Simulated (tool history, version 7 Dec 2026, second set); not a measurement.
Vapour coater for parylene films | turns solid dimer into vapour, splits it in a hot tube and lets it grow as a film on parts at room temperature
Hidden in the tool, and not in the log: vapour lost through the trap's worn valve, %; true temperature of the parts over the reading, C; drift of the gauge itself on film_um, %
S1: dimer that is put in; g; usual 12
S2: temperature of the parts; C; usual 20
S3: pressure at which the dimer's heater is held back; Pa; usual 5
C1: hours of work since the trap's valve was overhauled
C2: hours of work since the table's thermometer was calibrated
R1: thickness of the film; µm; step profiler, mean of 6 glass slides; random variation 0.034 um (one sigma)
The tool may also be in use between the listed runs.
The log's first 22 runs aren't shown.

run     day  S1  S2     S3   C1   C2    R1
 23  31.792  12  22   2.72  109  725  3.24
 24  33.525   5  28   4.78  127  742  1.06
 25  34.688   5  28   4.78  139  754  1.03
 26  35.996  11  14   6.23  152  768  3.67
 27  37.442  11  14   6.23  167  783  3.65
 28  39.317   8  20      5  186  802  2.22
 29  40.429  16  18  11.16  198  813  4.42
 30   42.45  16  18  11.16  218  834  4.46
 31  43.504  12  14   5.21  229  845  4.09
 32  45.004  18  14   5.21  244  860  6.06
 33  46.538  18  30   5.21  260  876  3.41
 34  48.233  18  30   5.21  278  893  3.48
 35  49.704   9  20   8.27  293  908  2.33
 36  51.242  12  32   8.27  308  924  1.98

Forecast each of these 3 alternatives for the next run:
  A  52.904  19  20  3.42  325  941   ?
  B  52.904  12  25  8.27  325  941   ?
  C  52.904   6  22  8.23  325  941   ?

run    R1
  A  5.26
  B  2.61
  C  1.43
Without the tool's hidden state the same runs would have given:
run    R1
  A   5.6
  B  2.78
  C  1.52

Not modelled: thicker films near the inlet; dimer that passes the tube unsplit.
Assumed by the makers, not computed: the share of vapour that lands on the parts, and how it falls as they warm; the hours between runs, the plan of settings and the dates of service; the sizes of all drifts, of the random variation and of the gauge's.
